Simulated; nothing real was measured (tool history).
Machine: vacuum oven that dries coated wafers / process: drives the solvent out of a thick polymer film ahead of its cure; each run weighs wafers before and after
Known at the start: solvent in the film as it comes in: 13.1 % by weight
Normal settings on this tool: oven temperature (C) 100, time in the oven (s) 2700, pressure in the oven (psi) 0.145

run	hour	oven temperature (C)	time in the oven (s)	pressure in the oven (psi)	solvent left in the film (%)
1	0.0	100	2700	0.145	2.13
2	27.5	100	2700	0.145	2.08
3	44.6	100	2700	0.145	2.18
4	70.2	100	2700	0.141	2.07
5	85.6	100	2700	0.145	2.19
6	103.3	104	2700	0.145	1.61
7	134.2	100	2700	0.145	2.20
8	157.8	100	2700	0.145	2.19
9	192.7	114	2700	0.145	0.63
10	223.1	114	2700	0.145	0.69
11	253.5	114	2700	0.145	0.67
12	279.6	114	2700	0.145	0.62
13	295.6	114	2700	0.145	0.67
14	325.9	92	2700	0.145	3.61
15	353.5	100	4740	0.145	0.89
16	367.8	100	4440	0.145	1.02
17	382.6	100	4440	0.145	1.09
18	402.9	100	2700	0.145	2.19
19	436.4	100	2700	0.519	3.20
20	466.3	100	2700	0.519	3.23
21	499.7	94	2880	0.467	4.00
22	517.9	87	1860	0.125	6.03
23	532.9	100	3480	0.145	1.51
# hour 537.1: oven's thermocouples calibrated
24	568.9	90	2880	0.368	4.61
25	588.9	90	2880	0.368	4.68
26	605.1	89	2700	0.297	4.91
27	638.3	89	2700	0.297	4.85
28	653.6	89	2460	0.073	4.45
29	683.8	89	2460	0.073	4.47
30	715.1	89	2460	0.073	4.45
# hour 723.6: oven's thermocouples calibrated, once more
31	745.1	105	3060	0.073	0.99
32	773.6	100	2700	0.355	2.60
33	804.4	100	2700	0.355	2.58
34	827.4	100	1620	0.371	4.36
35	849.1	86	1620	0.371	7.09
36	864.8	86	1620	0.371	7.07

Hidden state or all else? Some run-to-run changes of solvent left in the film (%), split into what the settings, what came in and random variation would give without the hidden state, and what is left for the hidden state (with any gauge scatter that isn't in both results):
Hidden conditions of the tool in this case: true wafer temperature over the reading, C; true pressure over the reading, kPa; drift of the gauge itself on solvent_pct, %.
Run 13 -> 14: oven temperature (C) 114 -> 92. solvent left in the film (%) +2.94: hidden state +0.10, all else +2.84.
Run 22 -> 23: oven temperature (C) 87 -> 100, time in the oven (s) 1860 -> 3480, pressure in the oven (psi) 0.125 -> 0.145. solvent left in the film (%) -4.52: hidden state -0.05, all else -4.47.
Run 23 -> 24: oven temperature (C) 100 -> 90, time in the oven (s) 3480 -> 2880, pressure in the oven (psi) 0.145 -> 0.368, oven's thermocouples calibrated. solvent left in the film (%) +3.10: hidden state +0.17, all else +2.93.
Run 30 -> 31: oven temperature (C) 89 -> 105, time in the oven (s) 2460 -> 3060, oven's thermocouples calibrated, once more. solvent left in the film (%) -3.46: hidden state -0.27, all else -3.19.

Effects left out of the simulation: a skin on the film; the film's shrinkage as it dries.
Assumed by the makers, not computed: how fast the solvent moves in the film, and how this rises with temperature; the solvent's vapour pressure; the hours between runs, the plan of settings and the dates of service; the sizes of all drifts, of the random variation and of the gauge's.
